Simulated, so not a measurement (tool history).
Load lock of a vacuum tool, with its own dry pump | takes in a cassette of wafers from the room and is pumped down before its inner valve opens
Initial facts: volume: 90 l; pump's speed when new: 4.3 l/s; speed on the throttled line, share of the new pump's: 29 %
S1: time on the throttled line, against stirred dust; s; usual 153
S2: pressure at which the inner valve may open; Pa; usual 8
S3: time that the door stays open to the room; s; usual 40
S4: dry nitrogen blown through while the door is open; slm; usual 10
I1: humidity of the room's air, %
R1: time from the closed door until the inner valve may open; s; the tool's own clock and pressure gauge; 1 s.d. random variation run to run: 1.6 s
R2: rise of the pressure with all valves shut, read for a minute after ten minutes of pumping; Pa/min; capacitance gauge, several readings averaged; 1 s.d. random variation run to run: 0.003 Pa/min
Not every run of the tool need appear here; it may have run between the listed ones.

run,hour,S1,S2,S3,S4,I1,R1,R2
1,0.0,153,8,40,10,46.3,316.1,0.052
2,158.1,153,11,40,10,41.3,308.4,0.047
3,410.6,153,8,40,10,42.6,317.6,0.045
4,632.3,153,8,40,10,49.7,321.1,0.053
5,767.1,153,8,40,10,43.9,319.4,0.055
6,923.4,153,11,40,31,40.6,312.3,0.043
7,1116.9,153,11,40,31,44.9,313.4,0.044
8,1350.0,153,11,40,31,50.3,313.0,0.053
9,1495.4,153,8,157,30,45.5,320.2,0.082
10,1762.8,153,8,55,6,45.4,320.4,0.072

Below are 4 alternative next runs, each starting from the tool's condition after run 10. Predict each:
A,1911.1,153,9,55,6,43.2,?,?
B,1911.1,135,8,55,6,47.6,?,?
C,1911.1,153,8,218,6,41.3,?,?
D,1911.1,150,15,80,6,43.0,?,?

run,R1,R2
A,316.3,0.076
B,310.7,0.080
C,322.5,0.133
D,304.8,0.084
Stripped of hidden state, with their random variation kept, the same runs would have yielded:
run,R1,R2
A,305.7,0.043
B,299.4,0.046
C,311.2,0.099
D,294.4,0.050
